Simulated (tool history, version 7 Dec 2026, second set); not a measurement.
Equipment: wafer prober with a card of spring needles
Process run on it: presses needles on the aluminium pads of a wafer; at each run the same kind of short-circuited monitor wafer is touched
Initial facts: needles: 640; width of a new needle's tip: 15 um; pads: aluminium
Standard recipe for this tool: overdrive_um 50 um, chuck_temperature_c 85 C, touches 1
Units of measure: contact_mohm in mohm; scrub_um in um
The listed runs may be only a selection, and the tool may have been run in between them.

run	day	overdrive_um	chuck_temperature_c	touches	contact_mohm	scrub_um
1	0.000	50	85	1	239	12.55
# day 0.404: tips cleaned on abrasive film
# day 0.808: tips cleaned on abrasive film
# day 1.312: tips cleaned on abrasive film
# day 1.817: tips cleaned on abrasive film
# day 2.325: tips cleaned on abrasive film
2	2.450	50	85	1	256	12.54
# day 2.754: tips cleaned on abrasive film
# day 3.258: tips cleaned on abrasive film
# day 3.762: tips cleaned on abrasive film
3	3.996	50	85	1	268	12.46
# day 4.200: tips cleaned on abrasive film
# day 4.604: tips cleaned on abrasive film
# day 5.108: tips cleaned on abrasive film
# day 5.612: tips cleaned on abrasive film
4	5.992	50	85	1	283	12.44
# day 6.096: tips cleaned on abrasive film
# day 6.600: tips cleaned on abrasive film
# day 7.004: tips cleaned on abrasive film
# day 7.508: tips cleaned on abrasive film
# day 8.012: tips cleaned on abrasive film
5	8.217	50	85	1	269	12.40
# day 8.421: tips cleaned on abrasive film
# day 8.925: tips cleaned on abrasive film
# day 9.429: tips cleaned on abrasive film
# day 9.933: tips cleaned on abrasive film
6	10.162	50	85	1	276	12.40
# day 10.367: tips cleaned on abrasive film
# day 10.771: tips cleaned on abrasive film
# day 11.275: tips cleaned on abrasive film
# day 11.704: tips cleaned on abrasive film
7	11.704	50	61	1	233	12.27
# day 12.108: tips cleaned on abrasive film
# day 12.612: tips cleaned on abrasive film
# day 13.017: tips cleaned on abrasive film
# day 13.521: tips cleaned on abrasive film
8	13.642	50	85	1	261	12.36
# day 13.946: tips cleaned on abrasive film
# day 14.450: tips cleaned on abrasive film
# day 14.954: tips cleaned on abrasive film
# day 15.412: tips cleaned on abrasive film
9	15.412	50	85	1	239	12.13
# day 15.917: tips cleaned on abrasive film
# day 16.421: tips cleaned on abrasive film
# day 16.825: tips cleaned on abrasive film
# day 17.329: tips cleaned on abrasive film
# day 17.442: height of the first contact set anew
# day 17.846: tips cleaned on abrasive film
10	18.104	50	110	1	276	12.71
# day 18.308: tips cleaned on abrasive film
# day 18.812: tips cleaned on abrasive film
# day 19.317: tips cleaned on abrasive film
11	19.371	50	85	1	247	12.84
# day 19.775: tips cleaned on abrasive film
# day 20.179: tips cleaned on abrasive film
# day 20.683: tips cleaned on abrasive film
# day 21.088: tips cleaned on abrasive film
# day 21.592: tips cleaned on abrasive film
12	21.633	50	85	1	244	12.73
# day 22.038: tips cleaned on abrasive film
# day 22.542: tips cleaned on abrasive film
# day 23.046: tips cleaned on abrasive film
# day 23.450: tips cleaned on abrasive film
13	23.579	50	85	1	260	12.74
# day 23.883: tips cleaned on abrasive film
# day 24.288: tips cleaned on abrasive film
# day 24.792: tips cleaned on abrasive film
# day 25.296: tips cleaned on abrasive film
14	25.558	33	85	1	320	8.12
# day 25.762: tips cleaned on abrasive film
# day 26.267: tips cleaned on abrasive film
# day 26.771: tips cleaned on abrasive film
# day 27.175: tips cleaned on abrasive film
15	27.279	33	85	1	294	8.19
# day 27.583: tips cleaned on abrasive film
# day 27.988: tips cleaned on abrasive film
# day 28.492: tips cleaned on abrasive film
# day 28.996: tips cleaned on abrasive film
# day 29.500: tips cleaned on abrasive film
# day 29.921: tips cleaned on abrasive film
16	29.921	50	56	2	229	12.53
# day 30.325: tips cleaned on abrasive film
# day 30.729: tips cleaned on abrasive film
# day 31.233: tips cleaned on abrasive film
# day 31.738: tips cleaned on abrasive film
# day 32.142: tips cleaned on abrasive film
17	32.504	45	57	2	266	11.15
# day 32.608: tips cleaned on abrasive film
# day 33.112: tips cleaned on abrasive film
# day 33.617: tips cleaned on abrasive film
# day 34.121: tips cleaned on abrasive film
# day 34.625: tips cleaned on abrasive film
18	34.912	59	47	2	251	14.58
# day 35.117: tips cleaned on abrasive film
# day 35.621: tips cleaned on abrasive film
# day 36.025: tips cleaned on abrasive film
# day 36.529: tips cleaned on abrasive film
19	36.929	59	47	2	249	14.56
# day 37.033: tips cleaned on abrasive film
# day 37.538: tips cleaned on abrasive film
# day 38.042: tips cleaned on abrasive film
# day 38.454: tips cleaned on abrasive film
20	38.454	50	29	1	224	12.18
# day 38.667: height of the first contact set anew
# day 38.871: tips cleaned on abrasive film
# day 39.275: tips cleaned on abrasive film
# day 39.779: tips cleaned on abrasive film
# day 40.283: tips cleaned on abrasive film
21	40.550	44	28	1	284	11.13
# day 40.754: tips cleaned on abrasive film
# day 41.158: tips cleaned on abrasive film
# day 41.662: tips cleaned on abrasive film
# day 42.167: tips cleaned on abrasive film
22	42.525	31	31	3	282	7.91
# day 42.629: tips cleaned on abrasive film
# day 43.133: tips cleaned on abrasive film
# day 43.638: tips cleaned on abrasive film
# day 44.042: tips cleaned on abrasive film
23	44.329	50	85	2	265	12.60
# day 44.533: tips cleaned on abrasive film
# day 44.938: tips cleaned on abrasive film
# day 45.442: tips cleaned on abrasive film
# day 45.846: tips cleaned on abrasive film
24	46.083	50	85	2	259	12.71
# day 46.288: tips cleaned on abrasive film
# day 46.792: tips cleaned on abrasive film
# day 47.296: tips cleaned on abrasive film
25	47.475	69	55	1	243	17.42

Each row is a separate what-if for the run after 25, all from the same tool condition, not one after another. Results?
# day 47.779: tips cleaned on abrasive film
# day 48.183: tips cleaned on abrasive film
# day 48.688: tips cleaned on abrasive film
# day 49.192: tips cleaned on abrasive film
# day 49.696: tips cleaned on abrasive film
# day 50.100: tips cleaned on abrasive film
A	50.233	56	85	1	?	?
# day 47.779: tips cleaned on abrasive film
# day 48.183: tips cleaned on abrasive film
# day 48.688: tips cleaned on abrasive film
# day 49.192: tips cleaned on abrasive film
# day 49.696: tips cleaned on abrasive film
# day 50.100: tips cleaned on abrasive film
B	50.233	46	45	1	?	?
# day 47.779: tips cleaned on abrasive film
# day 48.183: tips cleaned on abrasive film
# day 48.688: tips cleaned on abrasive film
# day 49.192: tips cleaned on abrasive film
# day 49.696: tips cleaned on abrasive film
# day 50.100: tips cleaned on abrasive film
C	50.233	32	85	3	?	?

run	contact_mohm	scrub_um
A	260	13.86
B	268	11.28
C	271	7.85
Take away the tool's hidden state, keep each run's random variation, and the runs would have read:
run	contact_mohm	scrub_um
A	230	14.25
B	224	11.67
C	240	8.24
